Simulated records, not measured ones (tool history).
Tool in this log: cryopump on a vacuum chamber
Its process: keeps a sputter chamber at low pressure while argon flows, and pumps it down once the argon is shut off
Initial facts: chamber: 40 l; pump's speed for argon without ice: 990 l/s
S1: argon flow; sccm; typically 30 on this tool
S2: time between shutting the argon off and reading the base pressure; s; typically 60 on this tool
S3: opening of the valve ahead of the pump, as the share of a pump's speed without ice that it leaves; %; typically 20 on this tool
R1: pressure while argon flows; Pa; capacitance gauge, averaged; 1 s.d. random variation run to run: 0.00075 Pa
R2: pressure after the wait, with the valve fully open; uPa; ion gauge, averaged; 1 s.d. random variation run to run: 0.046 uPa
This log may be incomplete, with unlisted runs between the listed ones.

run 1 day=0.000 | S1=30 S2=60 S3=20 | R1=0.2553 R2=2.87
run 2 day=0.500 | S1=15 S2=60 S3=20 | R1=0.1275 R2=2.89
run 3 day=1.217 | S1=15 S2=60 S3=20 | R1=0.1284 R2=2.79
run 4 day=1.825 | S1=15 S2=60 S3=20 | R1=0.1280 R2=2.90
run 5 day=2.438 | S1=15 S2=60 S3=20 | R1=0.1285 R2=2.93
run 6 day=3.054 | S1=30 S2=34 S3=20 | R1=0.2562 R2=4.71
run 7 day=3.588 | S1=30 S2=34 S3=20 | R1=0.2562 R2=4.70
run 8 day=4.042 | S1=20 S2=21 S3=16 | R1=0.2137 R2=7.28
run 9 day=4.604 | S1=45 S2=223 S3=37 | R1=0.2089 R2=1.12
run 10 day=5.004 | S1=41 S2=70 S3=37 | R1=0.1897 R2=2.61
run 11 day=5.325 | S1=41 S2=70 S3=37 | R1=0.1899 R2=2.60

Hidden state or all else? Some run-to-run changes of R1, split into what the settings, what came in and random variation would give without the hidden state, and what is left for the hidden state (with any gauge scatter that isn't in both results):
What the log doesn't record here: pump's speed, % of a pump's without ice; cold plate's temperature, K; leak into the chamber, uPa l/s; drift of the gauge itself on working_pa, %; drift of the gauge itself on base_upa, %.
Run 1 -> 2: S1 30 -> 15. R1 -0.1278 Pa: hidden state -0.0001, all else -0.1277.
Run 8 -> 9: S1 20 -> 45, S2 21 -> 223, S3 16 -> 37. R1 -0.0048 Pa: hidden state +0.0008, all else -0.0056.
